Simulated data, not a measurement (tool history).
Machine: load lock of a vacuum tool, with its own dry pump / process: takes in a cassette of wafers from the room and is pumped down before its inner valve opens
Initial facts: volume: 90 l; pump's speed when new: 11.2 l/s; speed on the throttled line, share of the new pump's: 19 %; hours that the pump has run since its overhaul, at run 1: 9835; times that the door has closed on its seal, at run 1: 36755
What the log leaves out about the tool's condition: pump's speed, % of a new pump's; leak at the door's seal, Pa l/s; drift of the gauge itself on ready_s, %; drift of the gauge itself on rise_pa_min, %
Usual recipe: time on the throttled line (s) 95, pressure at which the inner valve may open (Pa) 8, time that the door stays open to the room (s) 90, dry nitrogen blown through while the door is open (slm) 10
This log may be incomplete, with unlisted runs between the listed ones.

| run | hour | time on the throttled line (s) | pressure at which the inner valve may open (Pa) | time that the door stays open to the room (s) | dry nitrogen blown through while the door is open (slm) | hours that the pump has run since its overhaul | times that the door has closed on its seal | incoming humidity of the room's air, % | time from the closed door until the inner valve may open (s) | rise of the pressure with all valves shut (Pa/min) |
|---|---|---|---|---|---|---|---|---|---|---|
| 1 | 0.0 | 95 | 8 | 90 | 10 | 9835 | 36755 | 45.8 | 156.9 | 0.417 |
| 2 | 180.9 | 95 | 8 | 90 | 10 | 10016 | 37358 | 46.3 | 157.3 | 0.420 |
| 3 | 322.5 | 95 | 8 | 90 | 12 | 10157 | 37830 | 44.3 | 156.9 | 0.436 |
| 4 | 502.7 | 95 | 8 | 90 | 12 | 10338 | 38430 | 46.3 | 157.4 | 0.442 |
| 5 | 672.7 | 95 | 8 | 176 | 12 | 10508 | 38997 | 43.6 | 157.6 | 0.467 |
| 6 | 813.7 | 95 | 8 | 176 | 12 | 10649 | 39467 | 43.7 | 157.7 | 0.482 |
| 7 | 1013.9 | 95 | 8 | 176 | 12 | 10849 | 40134 | 49.2 | 157.0 | 0.492 |
| 8 | 1265.4 | 95 | 8 | 176 | 12 | 11100 | 40972 | 44.6 | 157.5 | 0.495 |
| 9 | 1476.7 | 95 | 8 | 90 | 10 | 11312 | 41676 | 44.9 | 158.0 | 0.499 |
| 10 | 1749.1 | 95 | 11 | 90 | 10 | 11584 | 42583 | 44.7 | 154.3 | 0.520 |
| 11 | 1900.5 | 95 | 11 | 90 | 10 | 11735 | 43088 | 47.1 | 154.3 | 0.536 |
| 12 | 2063.7 | 95 | 16 | 90 | 10 | 11899 | 43632 | 45.4 | 151.3 | 0.545 |
| 13 | 2252.9 | 95 | 16 | 90 | 10 | 12088 | 44262 | 45.5 | 151.6 | 0.566 |
|  | 2457.4 | door's seal changed, seat wiped |
| 14 | 2485.7 | 95 | 16 | 90 | 10 | 12319 | 95 | 48.6 | 152.0 | 0.023 |
| 15 | 2678.1 | 85 | 7 | 90 | 10 | 12511 | 736 | 43.7 | 151.2 | 0.030 |
| 16 | 2968.2 | 138 | 7 | 90 | 10 | 12802 | 1703 | 43.5 | 193.6 | 0.029 |
| 17 | 3269.8 | 71 | 8 | 90 | 28 | 13103 | 2707 | 45.8 | 138.8 | 0.028 |
| 18 | 3412.9 | 95 | 8 | 47 | 9 | 13246 | 3184 | 46.0 | 158.3 | 0.032 |
| 19 | 3596.7 | 95 | 14 | 90 | 10 | 13430 | 3796 | 47.0 | 154.0 | 0.046 |
| 20 | 3728.1 | 95 | 14 | 90 | 10 | 13562 | 4234 | 45.1 | 153.1 | 0.042 |
| 21 | 3986.1 | 95 | 14 | 136 | 10 | 13820 | 5094 | 44.4 | 153.2 | 0.050 |
| 22 | 4126.8 | 73 | 15 | 90 | 10 | 13960 | 5563 | 44.7 | 135.7 | 0.055 |
| 23 | 4324.1 | 133 | 8 | 90 | 7 | 14158 | 6220 | 45.7 | 187.4 | 0.056 |
| 24 | 4594.9 | 60 | 8 | 90 | 5 | 14428 | 7122 | 48.6 | 131.2 | 0.063 |
| 25 | 4790.1 | 97 | 13 | 90 | 10 | 14624 | 7773 | 47.9 | 156.1 | 0.075 |

Forecast run 26:
| 26 | 4997.0 | 97 | 13 | 90 | 10 | 14830 | 8462 | 45.8 | ? | ? |

{"run 26": {"time from the closed door until the inner valve may open (s)": 155.7, "rise of the pressure with all valves shut (Pa/min)": 0.067}}
If the tool had no hidden condition, the same run with the same run-to-run variation would have returned time from the closed door until the inner valve may open (s) 150.0, rise of the pressure with all valves shut (Pa/min) 0.020.
